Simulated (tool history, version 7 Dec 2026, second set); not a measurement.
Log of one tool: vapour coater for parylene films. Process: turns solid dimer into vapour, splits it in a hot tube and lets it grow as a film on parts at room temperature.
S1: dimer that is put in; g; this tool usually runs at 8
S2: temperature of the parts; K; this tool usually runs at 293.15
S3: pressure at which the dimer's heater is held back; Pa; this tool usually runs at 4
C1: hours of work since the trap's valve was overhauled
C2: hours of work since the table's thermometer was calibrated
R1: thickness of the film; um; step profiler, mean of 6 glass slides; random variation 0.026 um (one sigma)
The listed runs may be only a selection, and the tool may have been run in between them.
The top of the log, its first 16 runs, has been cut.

run,hour,S1,S2,S3,C1,C2,R1
17,223.9,8,293.15,2.17,182,685,4.4
18,234.2,5,293.15,4,189,693,2.52
19,245.3,5,296.15,4,197,701,2.2
20,264,5,296.15,4,211,715,2.19
21,281.9,4,293.15,4,225,728,1.96
22,291.1,4,293.15,4,231,735,1.99
23,300.3,4,293.15,4,238,742,1.98
24,310,3,293.15,3.63,245,749,1.5
25,323.1,3,293.15,3.63,255,759,1.5
26,335.9,3,293.15,3.63,265,768,1.5
27,351.4,14,304.15,2.24,276,780,4.63
28,367.4,14,304.15,2.24,288,792,4.6
29,381.4,14,304.15,2.24,298,802,4.56

Expected results for the next run?
30,390.9,14,304.15,2.24,305,809,?

For run 30 the tool returned R1 4.6 um.
Without the tool's hidden state the same run would have given R1 5.03 um.

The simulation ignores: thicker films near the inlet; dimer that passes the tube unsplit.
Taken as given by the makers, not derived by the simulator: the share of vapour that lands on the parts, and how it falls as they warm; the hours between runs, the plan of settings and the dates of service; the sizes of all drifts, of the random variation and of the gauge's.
